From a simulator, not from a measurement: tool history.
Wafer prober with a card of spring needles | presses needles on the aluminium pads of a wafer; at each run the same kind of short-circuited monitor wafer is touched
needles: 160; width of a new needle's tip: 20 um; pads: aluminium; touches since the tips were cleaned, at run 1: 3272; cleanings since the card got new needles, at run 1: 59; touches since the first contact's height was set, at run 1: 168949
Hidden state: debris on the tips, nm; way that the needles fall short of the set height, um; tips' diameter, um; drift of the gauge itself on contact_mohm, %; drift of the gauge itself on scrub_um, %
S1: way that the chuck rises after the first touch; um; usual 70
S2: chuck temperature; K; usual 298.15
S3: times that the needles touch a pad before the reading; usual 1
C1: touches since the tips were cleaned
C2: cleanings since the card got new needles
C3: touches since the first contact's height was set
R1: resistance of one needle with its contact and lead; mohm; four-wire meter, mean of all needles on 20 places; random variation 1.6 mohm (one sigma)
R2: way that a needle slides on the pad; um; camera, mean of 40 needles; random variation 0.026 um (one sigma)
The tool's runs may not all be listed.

Run 1, hour 0.0: usual settings; C1 3272; C2 59; C3 168949. Result: R1 392 mohm, R2 14.72 um.
At hour 9.0: tips cleaned on abrasive film.
At hour 28.7: tips cleaned on abrasive film.
At hour 49.9: tips cleaned on abrasive film.
Run 2, hour 63.7: usual settings but S1 71 um; C1 4111; C2 62; C3 187845. Result: R1 407 mohm, R2 14.87 um.
At hour 68.3: tips cleaned on abrasive film.
At hour 87.7: tips cleaned on abrasive film.
At hour 106.8: tips cleaned on abrasive film.
At hour 116.1: height of the first contact set anew.
At hour 129.2: tips cleaned on abrasive film.
Run 3, hour 129.9: usual settings but S1 71 um; C1 199; C2 66; C3 4098. Result: R1 195 mohm, R2 15.37 um.
At hour 149.3: tips cleaned on abrasive film.
At hour 169.8: tips cleaned on abrasive film.
Run 4, hour 173.1: usual settings but S2 339.15 K; C1 989; C2 68; C3 16903. Result: R1 257 mohm, R2 15.10 um.
At hour 189.0: tips cleaned on abrasive film.
At hour 207.0: tips cleaned on abrasive film.
Run 5, hour 221.0: usual settings; C1 4172; C2 70; C3 31126. Result: R1 415 mohm, R2 15.13 um.
At hour 225.6: tips cleaned on abrasive film.
At hour 245.3: tips cleaned on abrasive film.
At hour 266.6: tips cleaned on abrasive film.
Run 6, hour 279.6: usual settings; C1 3886; C2 73; C3 48507. Result: R1 409 mohm, R2 15.06 um.
At hour 288.7: tips cleaned on abrasive film.
At hour 306.7: tips cleaned on abrasive film.
At hour 326.0: tips cleaned on abrasive film.
Run 7, hour 334.5: usual settings; C1 2544; C2 76; C3 64784. Result: R1 365 mohm, R2 14.99 um.
At hour 348.0: tips cleaned on abrasive film.
At hour 369.5: tips cleaned on abrasive film.
Run 8, hour 385.2: usual settings; C1 4660; C2 78; C3 79811. Result: R1 418 mohm, R2 14.97 um.
At hour 389.8: tips cleaned on abrasive film.
At hour 412.2: tips cleaned on abrasive film.
At hour 432.2: tips cleaned on abrasive film.
Run 9, hour 443.3: usual settings; C1 3293; C2 81; C3 97037. Result: R1 402 mohm, R2 14.87 um.
At hour 451.4: tips cleaned on abrasive film.
At hour 472.7: tips cleaned on abrasive film.
At hour 493.1: tips cleaned on abrasive film.
Run 10, hour 501.1: usual settings but S3 2; C1 2402; C2 84; C3 114193. Result: R1 272 mohm, R2 14.79 um.
At hour 511.8: tips cleaned on abrasive film.
At hour 532.3: tips cleaned on abrasive film.
Run 11, hour 549.3: usual settings; C1 5067; C2 86; C3 128483. Result: R1 450 mohm, R2 14.82 um.
At hour 553.8: tips cleaned on abrasive film.
At hour 573.0: tips cleaned on abrasive film.
At hour 593.8: tips cleaned on abrasive film.
Run 12, hour 596.9: usual settings; C1 921; C2 89; C3 142584. Result: R1 287 mohm, R2 14.81 um.
At hour 613.8: tips cleaned on abrasive film.
At hour 632.8: tips cleaned on abrasive film.
Run 13, hour 637.4: usual settings; C1 1391; C2 91; C3 154603. Result: R1 304 mohm, R2 14.67 um.
At hour 652.9: tips cleaned on abrasive film.
Run 14, hour 668.5: usual settings; C1 4639; C2 92; C3 163833. Result: R1 456 mohm, R2 14.73 um.
At hour 672.3: tips cleaned on abrasive film.
At hour 693.1: tips cleaned on abrasive film.
At hour 713.8: tips cleaned on abrasive film.
At hour 732.1: tips cleaned on abrasive film.
Run 15, hour 732.3: usual settings but S1 53 um, S2 369.15 K, S3 2; C1 58; C2 96; C3 182711. Result: R1 197 mohm, R2 10.97 um.
At hour 753.0: tips cleaned on abrasive film.
At hour 772.6: tips cleaned on abrasive film.
Run 16, hour 779.6: usual settings but S1 63 um, S2 342.15 K, S3 2; C1 2092; C2 98; C3 196756. Result: R1 305 mohm, R2 13.08 um.
At hour 791.4: tips cleaned on abrasive film.
At hour 803.1: height of the first contact set anew.
At hour 811.5: tips cleaned on abrasive film.
At hour 833.2: tips cleaned on abrasive film.
Run 17, hour 833.8: usual settings but S2 305.15 K; C1 176; C2 101; C3 9095. Result: R1 207 mohm, R2 15.11 um.
At hour 851.9: tips cleaned on abrasive film.
At hour 873.2: tips cleaned on abrasive film.
Run 18, hour 882.1: usual settings but S2 305.15 K; C1 2641; C2 103; C3 23419. Result: R1 357 mohm, R2 15.01 um.
At hour 892.6: tips cleaned on abrasive film.
At hour 912.1: tips cleaned on abrasive film.
Run 19, hour 912.1: usual settings but S2 377.15 K, S3 2; C1 0; C2 105; C3 32309. Result: R1 189 mohm, R2 15.05 um.
At hour 931.2: tips cleaned on abrasive film.
At hour 949.4: tips cleaned on abrasive film.
Run 20, hour 962.2: usual settings but S2 377.15 K, S3 2; C1 3808; C2 107; C3 47169. Result: R1 308 mohm, R2 15.00 um.
At hour 970.2: tips cleaned on abrasive film.
At hour 989.5: tips cleaned on abrasive film.
Run 21, hour 989.5: usual settings but S1 62 um, S3 2; C1 0; C2 109; C3 55260. Result: R1 180 mohm, R2 13.24 um.
At hour 1008.9: tips cleaned on abrasive film.
At hour 1029.0: tips cleaned on abrasive film.
Run 22, hour 1035.3: usual settings but S1 62 um; C1 1874; C2 111; C3 68840. Result: R1 382 mohm, R2 13.22 um.
At hour 1048.6: tips cleaned on abrasive film.
At hour 1069.0: tips cleaned on abrasive film.
Run 23, hour 1079.2: usual settings but S1 89 um, S2 393.15 K; C1 3040; C2 113; C3 81859. Result: R1 314 mohm, R2 19.09 um.
At hour 1088.1: tips cleaned on abrasive film.
At hour 1110.1: tips cleaned on abrasive film.
At hour 1130.9: tips cleaned on abrasive film.
Run 24, hour 1134.7: usual settings but S1 89 um, S2 393.15 K; C1 1140; C2 116; C3 98315. Result: R1 256 mohm, R2 19.01 um.

The next listed run, before its measurement:
At hour 1151.3: tips cleaned on abrasive film.
At hour 1169.7: tips cleaned on abrasive film.
Run 25, hour 1183.0: usual settings but S1 75 um, S2 300.15 K, S3 2; C1 3957; C2 118; C3 112650. Result: R1 ?, R2 ?.

R1: 299 mohm
R2: 15.94 um
Without the tool's hidden state the same run would have given R1 153 mohm, R2 16.25 um.

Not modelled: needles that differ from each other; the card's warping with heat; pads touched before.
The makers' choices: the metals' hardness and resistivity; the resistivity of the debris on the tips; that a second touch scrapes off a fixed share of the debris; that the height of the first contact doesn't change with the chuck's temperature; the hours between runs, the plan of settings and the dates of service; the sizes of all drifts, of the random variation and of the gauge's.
